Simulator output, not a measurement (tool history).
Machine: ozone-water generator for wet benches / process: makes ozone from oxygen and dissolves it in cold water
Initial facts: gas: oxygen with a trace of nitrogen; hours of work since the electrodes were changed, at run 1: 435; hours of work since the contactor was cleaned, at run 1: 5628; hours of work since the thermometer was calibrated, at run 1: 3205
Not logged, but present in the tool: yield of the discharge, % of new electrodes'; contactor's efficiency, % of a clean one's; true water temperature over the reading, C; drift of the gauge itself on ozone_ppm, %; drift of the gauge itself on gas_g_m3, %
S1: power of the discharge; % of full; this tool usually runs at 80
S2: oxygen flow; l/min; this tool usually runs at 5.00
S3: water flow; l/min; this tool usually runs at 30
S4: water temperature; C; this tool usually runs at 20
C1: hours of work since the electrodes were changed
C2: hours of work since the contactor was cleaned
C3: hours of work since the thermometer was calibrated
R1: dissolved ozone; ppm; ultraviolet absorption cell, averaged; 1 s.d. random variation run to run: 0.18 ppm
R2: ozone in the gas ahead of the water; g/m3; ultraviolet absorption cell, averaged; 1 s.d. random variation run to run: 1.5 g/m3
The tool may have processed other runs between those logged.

Run 1, hour 0.0: usual settings; C1 435; C2 5628; C3 3205. Result: R1 25.6 ppm, R2 282.7 g/m3.
Run 2, hour 31.4: usual settings but S3 20 l/min; C1 455; C2 5648; C3 3225. Result: R1 35.3 ppm, R2 287.2 g/m3.
Run 3, hour 48.5: usual settings; C1 466; C2 5658; C3 3235. Result: R1 25.9 ppm, R2 282.2 g/m3.
Run 4, hour 79.4: usual settings; C1 486; C2 5678; C3 3255. Result: R1 25.7 ppm, R2 283.4 g/m3.
Run 5, hour 100.0: usual settings; C1 499; C2 5691; C3 3268. Result: R1 25.5 ppm, R2 287.0 g/m3.
Run 6, hour 122.9: usual settings; C1 514; C2 5706; C3 3283. Result: R1 25.7 ppm, R2 283.6 g/m3.
Run 7, hour 150.7: usual settings; C1 531; C2 5724; C3 3301. Result: R1 25.7 ppm, R2 282.3 g/m3.
Run 8, hour 171.7: usual settings but S2 3.32 l/min; C1 545; C2 5737; C3 3314. Result: R1 25.6 ppm, R2 374.6 g/m3.
Run 9, hour 198.9: usual settings but S2 3.32 l/min; C1 562; C2 5754; C3 3331. Result: R1 25.8 ppm, R2 378.5 g/m3.
Run 10, hour 219.8: usual settings but S2 3.32 l/min; C1 575; C2 5768; C3 3345. Result: R1 25.8 ppm, R2 380.9 g/m3.
Run 11, hour 239.4: usual settings but S2 3.32 l/min; C1 588; C2 5780; C3 3357. Result: R1 25.9 ppm, R2 377.3 g/m3.
Run 12, hour 273.7: usual settings; C1 610; C2 5802; C3 3379. Result: R1 26.0 ppm, R2 285.8 g/m3.
Run 13, hour 300.5: usual settings but S4 13 C; C1 627; C2 5819; C3 3396. Result: R1 27.4 ppm, R2 285.0 g/m3.
Run 14, hour 333.5: usual settings but S4 13 C; C1 648; C2 5840; C3 3417. Result: R1 27.9 ppm, R2 283.6 g/m3.
Run 15, hour 360.7: usual settings but S1 76 % of full; C1 665; C2 5857; C3 3434. Result: R1 24.7 ppm, R2 269.2 g/m3.
Run 16, hour 392.8: usual settings but S3 20 l/min; C1 686; C2 5878; C3 3455. Result: R1 35.1 ppm, R2 286.6 g/m3.
Run 17, hour 420.2: usual settings but S3 20 l/min; C1 703; C2 5895; C3 3472. Result: R1 35.0 ppm, R2 283.7 g/m3.
Run 18, hour 446.3: usual settings but S1 84 % of full; C1 720; C2 5912; C3 3489. Result: R1 26.7 ppm, R2 298.6 g/m3.
Run 19, hour 468.5: usual settings but S2 5.56 l/min, S4 21 C; C1 734; C2 5926; C3 3503. Result: R1 25.3 ppm, R2 264.3 g/m3.
Run 20, hour 502.8: usual settings but S1 64 % of full, S2 5.56 l/min, S4 15 C; C1 756; C2 5948; C3 3525. Result: R1 22.2 ppm, R2 215.4 g/m3.
Run 21, hour 521.8: usual settings but S1 64 % of full, S2 5.56 l/min, S4 15 C; C1 768; C2 5960; C3 3537. Result: R1 22.3 ppm, R2 216.2 g/m3.
Run 22, hour 544.8: usual settings but S1 64 % of full, S2 5.56 l/min, S4 15 C; C1 783; C2 5975; C3 3552. Result: R1 22.2 ppm, R2 217.4 g/m3.
Run 23, hour 560.4: usual settings but S1 64 % of full, S2 7.66 l/min, S3 25 l/min, S4 15 C; C1 792; C2 5985; C3 3562. Result: R1 24.8 ppm, R2 173.3 g/m3.
Run 24, hour 585.3: usual settings but S1 74 % of full, S3 27 l/min, S4 13 C; C1 808; C2 6000; C3 3577. Result: R1 28.3 ppm, R2 265.3 g/m3.
Run 25, hour 612.2: usual settings but S1 74 % of full, S3 28 l/min, S4 13 C; C1 825; C2 6018; C3 3594. Result: R1 27.5 ppm, R2 266.0 g/m3.
Run 26, hour 630.5: usual settings but S1 96 % of full, S2 5.77 l/min, S3 40 l/min; C1 837; C2 6029; C3 3606. Result: R1 23.2 ppm, R2 300.1 g/m3.
Run 27, hour 651.8: usual settings but S2 2.58 l/min; C1 851; C2 6043; C3 3620. Result: R1 25.6 ppm, R2 447.4 g/m3.
Run 28, hour 673.2: usual settings but S2 2.58 l/min; C1 864; C2 6056; C3 3633. Result: R1 25.3 ppm, R2 450.4 g/m3.
Run 29, hour 707.2: usual settings but S1 54 % of full, S2 3.80 l/min, S3 35 l/min, S4 26 C; C1 886; C2 6078; C3 3655. Result: R1 15.2 ppm, R2 243.6 g/m3.
Run 30, hour 727.9: usual settings but S1 40 % of full, S2 5.79 l/min, S3 19 l/min, S4 27 C; C1 899; C2 6091; C3 3668. Result: R1 17.1 ppm, R2 138.5 g/m3.
Run 31, hour 751.3: usual settings but S1 75 % of full, S2 3.58 l/min, S3 40 l/min, S4 27 C; C1 914; C2 6106; C3 3683. Result: R1 17.5 ppm, R2 339.5 g/m3.
Run 32, hour 776.2: usual settings but S1 75 % of full, S2 3.58 l/min, S3 36 l/min, S4 27 C; C1 930; C2 6122; C3 3699. Result: R1 19.2 ppm, R2 339.0 g/m3.
Run 33, hour 810.1: usual settings but S1 75 % of full, S2 5.15 l/min, S3 36 l/min, S4 27 C; C1 952; C2 6144; C3 3721. Result: R1 19.2 ppm, R2 262.2 g/m3.
Run 34, hour 826.0: usual settings but S1 59 % of full, S2 5.15 l/min, S3 36 l/min, S4 27 C; C1 962; C2 6154; C3 3731. Result: R1 15.4 ppm, R2 212.6 g/m3.

Here are 3 independent what-if runs from the current tool condition. What would each one return?
Run A, hour 852.8: usual settings but S1 40 % of full, S2 3.53 l/min, S3 36 l/min, S4 25 C; C1 979; C2 6171; C3 3748. Result: R1 ?, R2 ?.
Run B, hour 852.8: usual settings but S1 47 % of full, S4 25 C; C1 979; C2 6171; C3 3748. Result: R1 ?, R2 ?.
Run C, hour 852.8: usual settings but S1 96 % of full, S2 4.05 l/min, S3 36 l/min, S4 27 C; C1 979; C2 6171; C3 3748. Result: R1 ?, R2 ?.

run    R1     R2
  A  11.0  195.7
  B  15.2  177.5
  C  23.8  386.7
With the hidden condition removed and each run's random variation left untouched, the same runs would have given:
run    R1     R2
  A  11.1  195.7
  B  15.2  177.5
  C  23.8  386.8
